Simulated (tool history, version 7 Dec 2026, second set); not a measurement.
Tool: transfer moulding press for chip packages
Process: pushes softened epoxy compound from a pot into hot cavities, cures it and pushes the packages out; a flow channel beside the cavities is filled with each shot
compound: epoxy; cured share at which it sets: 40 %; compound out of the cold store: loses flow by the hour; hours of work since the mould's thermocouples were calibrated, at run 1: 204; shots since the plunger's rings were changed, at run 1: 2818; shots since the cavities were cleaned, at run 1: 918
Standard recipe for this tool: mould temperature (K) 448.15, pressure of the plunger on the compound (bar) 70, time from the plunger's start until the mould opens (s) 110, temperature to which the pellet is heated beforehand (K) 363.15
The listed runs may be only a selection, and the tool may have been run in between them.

run,hour,mould temperature (K),pressure of the plunger on the compound (bar),time from the plunger's start until the mould opens (s),temperature to which the pellet is heated beforehand (K),hours of work since the mould's thermocouples were calibrated,shots since the plunger's rings were changed,shots since the cavities were cleaned,incoming compound's hours out of the cold store,length that the compound runs in the flow channel (mm),greatest force on the pins that push the packages out (N)
1,0,448.15,70,110,363.15,204,2818,918,40.9,660,1052
2,5.7,440.15,70,110,363.15,207,2867,967,43.3,693,1773
3,17.3,440.15,70,110,363.15,213,2968,1068,35.4,712,1854
4,25.7,448.15,70,110,363.15,218,3040,1140,15,721,1137
# hour 30.8: cavities cleaned with cleaning compound and waxed
5,37.4,448.15,70,110,363.15,223,3127,56,8.2,732,615
6,47.5,448.15,70,110,363.15,229,3214,143,11.5,720,664
# hour 51.1: plunger's sealing rings changed
7,58.2,448.15,70,110,363.15,233,61,214,26.6,723,719
8,71.5,448.15,76,110,363.15,240,175,328,14.6,773,826
9,78.8,448.15,76,110,363.15,244,238,391,29.8,738,810
10,87.1,448.15,76,110,363.15,249,309,462,16.9,761,889
11,97.8,455.15,70,110,363.15,254,402,555,40.5,665,765
12,105.7,455.15,70,110,363.15,259,470,623,11.4,713,804
13,115,455.15,70,110,363.15,264,550,703,24.8,692,812
14,128.3,455.15,70,110,363.15,271,664,817,21.9,702,890
15,141.8,455.15,70,110,363.15,278,781,934,20.5,699,884
16,151.4,455.15,70,110,363.15,283,863,1016,38.3,666,932
17,163.3,452.15,67.2,110,365.15,290,965,1118,17.7,697,977
# hour 166.4: mould's thermocouples calibrated
# hour 172.4: cavities cleaned with cleaning compound and waxed
18,176.8,451.15,59.3,126,354.15,5,1052,38,46.1,609,461
19,185.3,451.15,59.3,126,354.15,9,1125,111,10,670,547
20,193.1,451.15,59.3,126,354.15,14,1192,178,28.5,643,583
21,199.2,449.15,54,128,370.15,17,1244,230,41.6,593,618
22,208.6,448.15,60.7,106,363.15,22,1326,312,35.6,639,816
# hour 213: mould's thermocouples calibrated, once more
23,216.1,448.15,60.7,106,363.15,2,1373,359,42.4,635,860
24,221.7,448.15,60.7,143,363.15,5,1422,408,36.2,638,694
25,227.6,448.15,81.6,143,370.15,8,1472,458,33.3,747,716
26,238.3,448.15,70.7,135,363.15,14,1564,550,16.8,729,802
27,246.8,448.15,70.7,135,363.15,18,1638,624,47.8,666,799
28,255.8,452.15,84.8,135,363.15,23,1715,701,25.4,769,760

Alternative continuations, all from the tool just after run 28; predict every row:
A,264.8,442.15,67.9,135,370.15,28,1792,778,18.4,?,?
B,264.8,448.15,63.5,110,363.15,28,1792,778,18.6,?,?
C,264.8,452.15,73.7,135,363.15,28,1792,778,30.6,?,?
D,264.8,452.15,81.3,135,366.15,28,1792,778,31.3,?,?
E,264.8,456.15,67.9,135,359.15,28,1792,778,27.8,?,?

run,length that the compound runs in the flow channel (mm),greatest force on the pins that push the packages out (N)
A,731,1004
B,689,1032
C,703,806
D,736,810
E,672,808
Stripped of hidden state, with their random variation kept, the same runs would have yielded:
run,length that the compound runs in the flow channel (mm),greatest force on the pins that push the packages out (N)
A,744,529
B,702,543
C,716,419
D,749,417
E,684,422
